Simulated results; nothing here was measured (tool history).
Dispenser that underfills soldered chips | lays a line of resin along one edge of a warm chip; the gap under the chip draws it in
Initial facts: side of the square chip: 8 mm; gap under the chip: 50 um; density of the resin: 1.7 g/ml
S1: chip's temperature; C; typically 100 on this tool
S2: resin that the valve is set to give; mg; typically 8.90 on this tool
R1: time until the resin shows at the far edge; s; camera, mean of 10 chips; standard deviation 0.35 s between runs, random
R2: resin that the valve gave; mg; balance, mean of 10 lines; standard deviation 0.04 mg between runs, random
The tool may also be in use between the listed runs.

run 1 day=0.000 | S1=100 S2=8.90 | R1=22.0 R2=8.86
run 2 day=0.146 | S1=100 S2=8.90 | R1=25.5 R2=8.81
-- day=0.179 new syringe of resin
run 3 day=0.442 | S1=100 S2=8.90 | R1=24.2 R2=8.82
-- day=0.558 new syringe of resin
run 4 day=0.754 | S1=100 S2=8.90 | R1=23.2 R2=8.72
-- day=0.933 new syringe of resin
run 5 day=0.967 | S1=89 S2=8.90 | R1=29.7 R2=8.76
run 6 day=1.096 | S1=89 S2=8.90 | R1=33.5 R2=8.74
-- day=1.304 new syringe of resin
run 7 day=1.325 | S1=100 S2=8.90 | R1=19.0 R2=8.68
run 8 day=1.462 | S1=100 S2=8.90 | R1=22.3 R2=8.71
-- day=1.671 new syringe of resin
run 9 day=1.671 | S1=100 S2=8.90 | R1=18.3 R2=8.65
run 10 day=1.804 | S1=100 S2=8.90 | R1=21.4 R2=8.66
run 11 day=1.992 | S1=91 S2=8.90 | R1=35.4 R2=8.70
-- day=2.029 new syringe of resin
run 12 day=2.254 | S1=108 S2=8.90 | R1=18.3 R2=8.55
-- day=2.408 new syringe of resin
run 13 day=2.408 | S1=108 S2=8.90 | R1=14.3 R2=8.55
run 14 day=2.592 | S1=108 S2=8.90 | R1=16.5 R2=8.56
run 15 day=2.750 | S1=108 S2=8.90 | R1=19.4 R2=8.56
-- day=2.783 new syringe of resin
run 16 day=2.938 | S1=108 S2=8.90 | R1=16.6 R2=8.54
-- day=3.150 new syringe of resin
run 17 day=3.217 | S1=108 S2=8.90 | R1=14.3 R2=8.52
run 18 day=3.471 | S1=108 S2=8.90 | R1=19.4 R2=8.45
-- day=3.517 new syringe of resin
run 19 day=3.642 | S1=97 S2=11.34 | R1=23.7 R2=10.74
run 20 day=3.821 | S1=106 S2=8.22 | R1=20.7 R2=7.81
-- day=3.879 new syringe of resin
run 21 day=4.092 | S1=106 S2=8.22 | R1=19.9 R2=7.79
-- day=4.254 new syringe of resin
run 22 day=4.408 | S1=106 S2=8.22 | R1=18.3 R2=7.80
-- day=4.617 new syringe of resin
run 23 day=4.700 | S1=106 S2=8.22 | R1=16.9 R2=7.73
run 24 day=4.850 | S1=107 S2=8.90 | R1=18.3 R2=8.40
-- day=4.975 new syringe of resin
run 25 day=5.100 | S1=97 S2=10.08 | R1=24.0 R2=9.42
-- day=5.171 dispensing valve cleaned and set on the balance
-- day=5.392 new syringe of resin
run 26 day=5.429 | S1=97 S2=10.08 | R1=21.7 R2=10.00
run 27 day=5.692 | S1=97 S2=10.08 | R1=28.7 R2=9.95
-- day=5.767 new syringe of resin
run 28 day=5.867 | S1=97 S2=10.08 | R1=23.5 R2=10.12
run 29 day=6.096 | S1=109 S2=10.09 | R1=18.7 R2=10.00
-- day=6.138 new syringe of resin
run 30 day=6.392 | S1=100 S2=11.23 | R1=23.5 R2=10.95
-- day=6.500 new syringe of resin
run 31 day=6.538 | S1=100 S2=11.23 | R1=18.7 R2=10.97
run 32 day=6.821 | S1=94 S2=9.82 | R1=32.5 R2=9.55
-- day=6.875 new syringe of resin
run 33 day=6.971 | S1=94 S2=9.82 | R1=24.5 R2=9.52
run 34 day=7.158 | S1=93 S2=8.67 | R1=32.3 R2=8.38
-- day=7.254 new syringe of resin
run 35 day=7.400 | S1=93 S2=8.67 | R1=29.2 R2=8.38

What would each run have given without the hidden state, its run-to-run variation left as it was?
The hidden state here: resin's viscosity, % of fresh resin's; dose that the valve gives, % of what is set; true chip temperature over the reading, C; drift of the gauge itself on fill_s, %; drift of the gauge itself on given_mg, %.
run=1 R1=18.1 R2=8.91
run=2 R1=18.2 R2=8.88
run=3 R1=18.5 R2=8.92
run=4 R1=19.0 R2=8.86
run=5 R1=28.1 R2=8.92
run=6 R1=28.0 R2=8.92
run=7 R1=18.2 R2=8.88
run=8 R1=18.7 R2=8.93
run=9 R1=17.7 R2=8.89
run=10 R1=18.2 R2=8.92
run=11 R1=24.9 R2=8.98
run=12 R1=14.5 R2=8.85
run=13 R1=14.1 R2=8.87
run=14 R1=13.4 R2=8.90
run=15 R1=13.6 R2=8.92
run=16 R1=13.7 R2=8.92
run=17 R1=13.2 R2=8.93
run=18 R1=14.0 R2=8.88
run=19 R1=20.3 R2=11.32
run=20 R1=14.8 R2=8.25
run=21 R1=15.6 R2=8.26
run=22 R1=15.1 R2=8.30
run=23 R1=15.0 R2=8.26
run=24 R1=13.9 R2=8.99
run=25 R1=20.3 R2=10.11
run=26 R1=20.0 R2=10.06
run=27 R1=20.4 R2=10.04
run=28 R1=20.8 R2=10.23
run=29 R1=13.2 R2=10.14
run=30 R1=17.6 R2=11.15
run=31 R1=17.2 R2=11.18
run=32 R1=22.5 R2=9.78
run=33 R1=21.9 R2=9.76
run=34 R1=23.9 R2=8.61
run=35 R1=23.9 R2=8.63
